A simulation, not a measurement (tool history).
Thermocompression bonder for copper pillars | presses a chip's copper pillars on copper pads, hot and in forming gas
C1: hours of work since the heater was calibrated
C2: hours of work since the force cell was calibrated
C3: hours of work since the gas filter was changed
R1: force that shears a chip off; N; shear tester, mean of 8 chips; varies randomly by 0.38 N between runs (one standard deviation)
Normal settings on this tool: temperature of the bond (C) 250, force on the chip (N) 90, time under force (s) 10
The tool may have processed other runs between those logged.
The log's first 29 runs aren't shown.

Run 30, hour 1622.1: usual settings but temperature of the bond (C) 234, force on the chip (N) 103, time under force (s) 6; C1 355; C2 718; C3 159. Result: R1 56.0 N.
At hour 1682.2: forming gas filter changed.
Run 31, hour 1696.3: usual settings but time under force (s) 12; C1 406; C2 769; C3 10. Result: R1 80.0 N.
Run 32, hour 1733.7: usual settings but force on the chip (N) 83, time under force (s) 12; C1 432; C2 795; C3 36. Result: R1 77.3 N.
Run 33, hour 1794.2: usual settings but temperature of the bond (C) 221, force on the chip (N) 83, time under force (s) 12; C1 474; C2 837; C3 77. Result: R1 53.4 N.
Run 34, hour 1863.0: usual settings but temperature of the bond (C) 221, force on the chip (N) 83, time under force (s) 12; C1 521; C2 884; C3 125. Result: R1 53.3 N.
Run 35, hour 1940.0: usual settings but force on the chip (N) 61, time under force (s) 19; C1 574; C2 938; C3 178. Result: R1 77.6 N.
At hour 1970.7: forming gas filter changed.
Run 36, hour 1978.3: usual settings but temperature of the bond (C) 243, force on the chip (N) 61, time under force (s) 20; C1 601; C2 964; C3 5. Result: R1 72.0 N.
Run 37, hour 2030.0: usual settings but force on the chip (N) 96, time under force (s) 6; C1 636; C2 999; C3 41. Result: R1 66.1 N.
Run 38, hour 2078.1: usual settings but temperature of the bond (C) 223, force on the chip (N) 97, time under force (s) 14; C1 669; C2 1033; C3 74. Result: R1 62.2 N.

Consider 3 possible next runs. They are alternatives, not a sequence: every one starts from the tool as it was left by run 38. What does each give?
Run A, hour 2154.5: usual settings but force on the chip (N) 77; C1 722; C2 1085; C3 127. Result: R1 ?.
Run B, hour 2154.5: usual settings but temperature of the bond (C) 229, force on the chip (N) 54, time under force (s) 12; C1 722; C2 1085; C3 127. Result: R1 ?.
Run C, hour 2154.5: usual settings but temperature of the bond (C) 266, force on the chip (N) 97, time under force (s) 14; C1 722; C2 1085; C3 127. Result: R1 ?.

run    R1
  A  70.6
  B  47.4
  C  96.3
Had the tool no hidden state, the same runs would have come out as:
run    R1
  A  72.3
  B  48.5
  C  98.7

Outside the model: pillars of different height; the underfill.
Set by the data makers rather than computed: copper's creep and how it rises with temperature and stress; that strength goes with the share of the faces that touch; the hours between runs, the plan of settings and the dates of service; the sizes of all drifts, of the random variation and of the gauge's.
